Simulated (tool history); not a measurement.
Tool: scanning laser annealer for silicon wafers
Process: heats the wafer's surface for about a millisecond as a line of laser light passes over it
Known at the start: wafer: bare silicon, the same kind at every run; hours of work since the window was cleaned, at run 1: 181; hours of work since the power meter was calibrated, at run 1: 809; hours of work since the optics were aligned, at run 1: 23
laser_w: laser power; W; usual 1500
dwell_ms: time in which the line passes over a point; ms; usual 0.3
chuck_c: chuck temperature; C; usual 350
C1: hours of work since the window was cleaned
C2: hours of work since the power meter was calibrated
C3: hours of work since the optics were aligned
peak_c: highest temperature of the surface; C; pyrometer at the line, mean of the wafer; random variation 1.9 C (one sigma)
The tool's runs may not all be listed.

run 1 hour=0 | laser_w=1500 dwell_ms=0.3 chuck_c=350 | C1=181 C2=809 C3=23 | peak_c=1101
run 2 hour=46.8 | laser_w=1284 dwell_ms=0.3 chuck_c=350 | C1=208 C2=835 C3=49 | peak_c=991
run 3 hour=104 | laser_w=1284 dwell_ms=0.3 chuck_c=350 | C1=239 C2=867 C3=81 | peak_c=989
run 4 hour=176.3 | laser_w=1284 dwell_ms=0.3 chuck_c=350 | C1=280 C2=907 C3=122 | peak_c=985
run 5 hour=230.6 | laser_w=1500 dwell_ms=0.236 chuck_c=350 | C1=310 C2=938 C3=152 | peak_c=1007
run 6 hour=304 | laser_w=1319 dwell_ms=0.3 chuck_c=350 | C1=351 C2=979 C3=193 | peak_c=999
run 7 hour=346.1 | laser_w=1319 dwell_ms=0.3 chuck_c=350 | C1=375 C2=1002 C3=216 | peak_c=993
run 8 hour=376.5 | laser_w=1516 dwell_ms=0.379 chuck_c=362 | C1=392 C2=1019 C3=233 | peak_c=1198
-- hour=385.3 optics aligned, line set to its width
-- hour=399.8 window over the wafer cleaned
run 9 hour=446.6 | laser_w=1646 dwell_ms=0.221 chuck_c=362 | C1=26 C2=1054 C3=33 | peak_c=1077
run 10 hour=512.3 | laser_w=1646 dwell_ms=0.339 chuck_c=351 | C1=63 C2=1091 C3=70 | peak_c=1237
-- hour=538.6 optics aligned, line set to its width, once more
run 11 hour=588.8 | laser_w=1646 dwell_ms=0.365 chuck_c=313 | C1=103 C2=1131 C3=28 | peak_c=1233
run 12 hour=626.9 | laser_w=1285 dwell_ms=0.3 chuck_c=326 | C1=124 C2=1152 C3=49 | peak_c=972
run 13 hour=700.1 | laser_w=1420 dwell_ms=0.292 chuck_c=318 | C1=165 C2=1193 C3=90 | peak_c=1021
run 14 hour=759.3 | laser_w=1500 dwell_ms=0.226 chuck_c=328 | C1=198 C2=1226 C3=123 | peak_c=980

Forecast each of these 3 alternatives for the next run:
run A hour=816.6 | laser_w=1441 dwell_ms=0.343 chuck_c=328 | C1=230 C2=1258 C3=155 | peak_c=?
run B hour=816.6 | laser_w=1601 dwell_ms=0.343 chuck_c=315 | C1=230 C2=1258 C3=155 | peak_c=?
run C hour=816.6 | laser_w=1331 dwell_ms=0.3 chuck_c=350 | C1=230 C2=1258 C3=155 | peak_c=?

run=A peak_c=1094
run=B peak_c=1169
run=C peak_c=1017
Without the tool's hidden state the same runs would have given:
run=A peak_c=1114
run=B peak_c=1191
run=C peak_c=1034
